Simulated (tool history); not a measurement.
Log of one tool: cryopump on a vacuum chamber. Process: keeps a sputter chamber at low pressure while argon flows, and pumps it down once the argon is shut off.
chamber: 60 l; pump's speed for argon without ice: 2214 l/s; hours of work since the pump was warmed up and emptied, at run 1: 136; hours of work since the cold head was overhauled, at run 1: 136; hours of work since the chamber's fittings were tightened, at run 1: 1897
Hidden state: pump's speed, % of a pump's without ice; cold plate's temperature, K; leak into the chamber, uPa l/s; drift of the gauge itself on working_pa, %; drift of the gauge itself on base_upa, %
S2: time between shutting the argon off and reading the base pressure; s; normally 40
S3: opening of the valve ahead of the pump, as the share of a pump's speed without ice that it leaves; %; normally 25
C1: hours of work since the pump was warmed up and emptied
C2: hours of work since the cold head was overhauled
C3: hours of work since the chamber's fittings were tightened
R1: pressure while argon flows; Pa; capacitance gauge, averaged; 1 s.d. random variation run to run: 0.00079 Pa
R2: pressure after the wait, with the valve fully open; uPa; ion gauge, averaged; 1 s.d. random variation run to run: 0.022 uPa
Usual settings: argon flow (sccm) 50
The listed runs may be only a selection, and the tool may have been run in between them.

run 1 hour=0.0 | argon_flow_(sccm)=50 S2=40 S3=25 | C1=136 C2=136 C3=1897 | R1=0.1549 R2=1.56
run 2 hour=18.9 | argon_flow_(sccm)=50 S2=40 S3=25 | C1=148 C2=148 C3=1909 | R1=0.1570 R2=1.60
run 3 hour=37.3 | argon_flow_(sccm)=50 S2=72 S3=25 | C1=159 C2=159 C3=1920 | R1=0.1561 R2=1.44
run 4 hour=52.5 | argon_flow_(sccm)=50 S2=40 S3=25 | C1=169 C2=169 C3=1930 | R1=0.1564 R2=1.61
run 5 hour=78.9 | argon_flow_(sccm)=50 S2=222 S3=25 | C1=185 C2=185 C3=1946 | R1=0.1577 R2=1.28
run 6 hour=103.3 | argon_flow_(sccm)=50 S2=222 S3=25 | C1=200 C2=200 C3=1961 | R1=0.1592 R2=1.30
run 7 hour=120.4 | argon_flow_(sccm)=50 S2=222 S3=25 | C1=211 C2=211 C3=1972 | R1=0.1577 R2=1.29
run 8 hour=143.3 | argon_flow_(sccm)=50 S2=222 S3=25 | C1=225 C2=225 C3=1986 | R1=0.1579 R2=1.30
run 9 hour=155.5 | argon_flow_(sccm)=50 S2=122 S3=25 | C1=233 C2=233 C3=1994 | R1=0.1570 R2=1.40
run 10 hour=167.3 | argon_flow_(sccm)=50 S2=122 S3=25 | C1=240 C2=240 C3=2001 | R1=0.1587 R2=1.36
run 11 hour=188.8 | argon_flow_(sccm)=50 S2=122 S3=25 | C1=253 C2=253 C3=2014 | R1=0.1585 R2=1.34
run 12 hour=213.6 | argon_flow_(sccm)=50 S2=122 S3=25 | C1=269 C2=269 C3=2030 | R1=0.1599 R2=1.46
run 13 hour=224.5 | argon_flow_(sccm)=50 S2=40 S3=25 | C1=276 C2=276 C3=2036 | R1=0.1592 R2=1.76
run 14 hour=240.7 | argon_flow_(sccm)=50 S2=40 S3=25 | C1=286 C2=286 C3=2046 | R1=0.1600 R2=1.76
run 15 hour=254.7 | argon_flow_(sccm)=50 S2=40 S3=25 | C1=294 C2=294 C3=2055 | R1=0.1594 R2=1.73
run 16 hour=279.8 | argon_flow_(sccm)=50 S2=40 S3=25 | C1=310 C2=310 C3=2071 | R1=0.1593 R2=1.86
run 17 hour=295.6 | argon_flow_(sccm)=50 S2=40 S3=25 | C1=320 C2=320 C3=2080 | R1=0.1601 R2=1.79
run 18 hour=306.5 | argon_flow_(sccm)=32 S2=224 S3=33 | C1=326 C2=326 C3=2087 | R1=0.0789 R2=1.43
-- hour=320.0 pump warmed up, emptied and cooled again
run 19 hour=336.4 | argon_flow_(sccm)=32 S2=224 S3=33 | C1=10 C2=342 C3=2103 | R1=0.0744 R2=1.26
run 20 hour=354.6 | argon_flow_(sccm)=50 S2=168 S3=25 | C1=21 C2=353 C3=2114 | R1=0.1527 R2=1.27
run 21 hour=372.5 | argon_flow_(sccm)=48 S2=241 S3=25 | C1=33 C2=364 C3=2125 | R1=0.1485 R2=1.23
run 22 hour=389.7 | argon_flow_(sccm)=48 S2=241 S3=25 | C1=43 C2=375 C3=2136 | R1=0.1467 R2=1.27
run 23 hour=403.5 | argon_flow_(sccm)=48 S2=241 S3=25 | C1=52 C2=383 C3=2144 | R1=0.1471 R2=1.30
run 24 hour=425.9 | argon_flow_(sccm)=27 S2=113 S3=17 | C1=66 C2=397 C3=2158 | R1=0.1227 R2=1.35
run 25 hour=448.6 | argon_flow_(sccm)=21 S2=40 S3=29 | C1=80 C2=411 C3=2172 | R1=0.0553 R2=1.71
run 26 hour=469.1 | argon_flow_(sccm)=21 S2=40 S3=29 | C1=92 C2=424 C3=2185 | R1=0.0561 R2=1.66
run 27 hour=487.2 | argon_flow_(sccm)=89 S2=21 S3=25 | C1=104 C2=435 C3=2196 | R1=0.2759 R2=2.13
run 28 hour=498.5 | argon_flow_(sccm)=89 S2=21 S3=25 | C1=111 C2=442 C3=2203 | R1=0.2758 R2=2.20
run 29 hour=516.9 | argon_flow_(sccm)=81 S2=75 S3=21 | C1=122 C2=454 C3=2215 | R1=0.2989 R2=1.52
run 30 hour=532.2 | argon_flow_(sccm)=23 S2=40 S3=25 | C1=132 C2=463 C3=2224 | R1=0.0718 R2=1.75
run 31 hour=543.1 | argon_flow_(sccm)=50 S2=247 S3=30 | C1=138 C2=470 C3=2231 | R1=0.1302 R2=1.37
run 32 hour=561.7 | argon_flow_(sccm)=50 S2=20 S3=25 | C1=150 C2=482 C3=2242 | R1=0.1563 R2=2.24
run 33 hour=582.6 | argon_flow_(sccm)=96 S2=20 S3=31 | C1=163 C2=494 C3=2255 | R1=0.2434 R2=2.22
run 34 hour=595.8 | argon_flow_(sccm)=40 S2=40 S3=25 | C1=171 C2=503 C3=2264 | R1=0.1256 R2=1.83

3 options for the next run, each taken on its own from the tool as it stands now. Forecast them:
run A hour=621.4 | argon_flow_(sccm)=38 S2=88 S3=25 | C1=187 C2=519 C3=2279 | R1=? R2=?
run B hour=621.4 | argon_flow_(sccm)=40 S2=113 S3=39 | C1=187 C2=519 C3=2279 | R1=? R2=?
run C hour=621.4 | argon_flow_(sccm)=53 S2=97 S3=28 | C1=187 C2=519 C3=2279 | R1=? R2=?

run=A R1=0.1189 R2=1.59
run=B R1=0.0817 R2=1.52
run=C R1=0.1487 R2=1.60
What these runs would have given with no unlogged condition in the tool:
run=A R1=0.1155 R2=0.33
run=B R1=0.0781 R2=0.30
run=C R1=0.1440 R2=0.36
